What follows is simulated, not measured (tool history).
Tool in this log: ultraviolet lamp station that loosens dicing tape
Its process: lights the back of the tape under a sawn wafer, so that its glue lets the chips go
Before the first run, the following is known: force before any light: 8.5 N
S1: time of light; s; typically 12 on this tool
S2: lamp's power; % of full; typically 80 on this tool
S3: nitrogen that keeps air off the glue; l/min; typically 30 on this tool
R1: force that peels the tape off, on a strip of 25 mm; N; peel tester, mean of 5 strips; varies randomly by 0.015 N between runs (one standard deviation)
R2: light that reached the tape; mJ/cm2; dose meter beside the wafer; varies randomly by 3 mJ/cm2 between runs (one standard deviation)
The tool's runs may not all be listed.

Run 1, day 0: usual settings. Result: R1 1.165 N, R2 339 mJ/cm2.
Run 2, day 3.35: usual settings but S3 11 l/min. Result: R1 2.363 N, R2 335 mJ/cm2.
At day 4.562: lamp changed.
Run 3, day 6.271: usual settings but S3 11 l/min. Result: R1 1.638 N, R2 431 mJ/cm2.
Run 4, day 7.779: usual settings. Result: R1 0.749 N, R2 422 mJ/cm2.
Run 5, day 10.896: usual settings but S1 14 s. Result: R1 0.568 N, R2 483 mJ/cm2.
Run 6, day 13.912: usual settings but S1 14 s. Result: R1 0.591 N, R2 479 mJ/cm2.
Run 7, day 16.954: usual settings but S2 66 % of full. Result: R1 1.182 N, R2 340 mJ/cm2.
Run 8, day 19.962: usual settings but S2 66 % of full. Result: R1 1.184 N, R2 329 mJ/cm2.
Run 9, day 23.042: usual settings but S2 78 % of full. Result: R1 0.924 N, R2 382 mJ/cm2.
Run 10, day 24.658: usual settings but S2 78 % of full. Result: R1 0.917 N, R2 383 mJ/cm2.
Run 11, day 26.829: usual settings but S2 78 % of full. Result: R1 0.934 N, R2 380 mJ/cm2.
Run 12, day 28.554: usual settings but S1 23 s. Result: R1 0.241 N, R2 737 mJ/cm2.
Run 13, day 30.1: usual settings but S2 65 % of full. Result: R1 1.369 N, R2 314 mJ/cm2.
Run 14, day 33.479: usual settings but S2 65 % of full. Result: R1 1.38 N, R2 306 mJ/cm2.
Run 15, day 35.088: usual settings but S2 65 % of full. Result: R1 1.391 N, R2 305 mJ/cm2.
Run 16, day 38.25: usual settings but S2 65 % of full. Result: R1 1.435 N, R2 302 mJ/cm2.
Run 17, day 39.954: usual settings but S2 65 % of full. Result: R1 1.435 N, R2 294 mJ/cm2.
At day 40.708: window cleaned of glue's vapour.
Run 18, day 41.783: usual settings but S2 65 % of full. Result: R1 1.282 N, R2 326 mJ/cm2.
Run 19, day 44.058: usual settings. Result: R1 0.878 N, R2 397 mJ/cm2.
Run 20, day 45.796: usual settings. Result: R1 0.902 N, R2 397 mJ/cm2.
Run 21, day 48.467: usual settings but S3 31 l/min. Result: R1 0.893 N, R2 391 mJ/cm2.
Run 22, day 50.042: usual settings but S3 31 l/min. Result: R1 0.88 N, R2 389 mJ/cm2.
Run 23, day 51.658: usual settings but S3 13 l/min. Result: R1 1.722 N, R2 387 mJ/cm2.
Run 24, day 54.675: usual settings but S1 23 s, S2 60 % of full, S3 12 l/min. Result: R1 1.019 N, R2 544 mJ/cm2.
Run 25, day 57.354: usual settings but S1 6 s, S2 67 % of full, S3 14 l/min. Result: R1 4.405 N, R2 156 mJ/cm2.
Run 26, day 60.167: usual settings but S1 6 s, S2 98 % of full, S3 38 l/min. Result: R1 1.891 N, R2 226 mJ/cm2.
Run 27, day 63.383: usual settings but S1 19 s, S2 87 % of full. Result: R1 0.335 N, R2 625 mJ/cm2.
Run 28, day 65.083: usual settings but S1 19 s, S2 87 % of full. Result: R1 0.34 N, R2 622 mJ/cm2.
Run 29, day 68.179: usual settings but S1 21 s, S2 87 % of full. Result: R1 0.304 N, R2 677 mJ/cm2.
Run 30, day 71.65: usual settings but S2 77 % of full, S3 16 l/min. Result: R1 1.805 N, R2 336 mJ/cm2.
Run 31, day 74.8: usual settings but S3 51 l/min. Result: R1 0.785 N, R2 348 mJ/cm2.
Run 32, day 77.712: usual settings but S1 7 s, S2 87 % of full, S3 29 l/min. Result: R1 2.37 N, R2 215 mJ/cm2.
Run 33, day 80.946: usual settings but S1 7 s, S2 87 % of full, S3 29 l/min. Result: R1 2.478 N, R2 215 mJ/cm2.
At day 81.375: window cleaned of glue's vapour.
Run 34, day 83.408: usual settings but S1 14 s, S2 78 % of full, S3 25 l/min. Result: R1 0.919 N, R2 423 mJ/cm2.
Run 35, day 85.038: usual settings but S1 18 s, S2 74 % of full, S3 47 l/min. Result: R1 0.363 N, R2 508 mJ/cm2.
Run 36, day 86.6: usual settings but S1 18 s, S2 74 % of full, S3 47 l/min. Result: R1 0.366 N, R2 501 mJ/cm2.
Run 37, day 89.217: usual settings but S1 18 s, S2 74 % of full, S3 47 l/min. Result: R1 0.381 N, R2 497 mJ/cm2.
Run 38, day 92.292: usual settings but S1 18 s, S2 74 % of full, S3 47 l/min. Result: R1 0.386 N, R2 493 mJ/cm2.
Run 39, day 93.717: usual settings but S1 18 s, S3 11 l/min. Result: R1 1.132 N, R2 532 mJ/cm2.
Run 40, day 96.004: usual settings but S1 14 s, S3 40 l/min. Result: R1 0.679 N, R2 405 mJ/cm2.
Run 41, day 98.371: usual settings but S3 11 l/min. Result: R1 2.25 N, R2 341 mJ/cm2.
Run 42, day 100.1: usual settings but S3 11 l/min. Result: R1 2.213 N, R2 346 mJ/cm2.
Run 43, day 102.904: usual settings but S2 68 % of full, S3 14 l/min. Result: R1 2.467 N, R2 288 mJ/cm2.
Run 44, day 104.975: usual settings but S2 68 % of full, S3 14 l/min. Result: R1 2.428 N, R2 285 mJ/cm2.

3 ways to go on from here, each from the tool as it stands after run 44. What would each give?
Run A, day 106.662: usual settings but S1 6 s, S2 97 % of full, S3 46 l/min. Result: R1 ?, R2 ?.
Run B, day 106.662: usual settings but S1 18 s, S2 92 % of full, S3 34 l/min. Result: R1 ?, R2 ?.
Run C, day 106.662: usual settings but S1 13 s, S2 97 % of full, S3 29 l/min. Result: R1 ?, R2 ?.

run     R1   R2
  A  2.091  202
  B  0.377  570
  C  0.772  441
Had the tool no hidden state, the same runs would have come out as:
run     R1   R2
  A  1.358  267
  B  0.229  757
  C  0.424  585
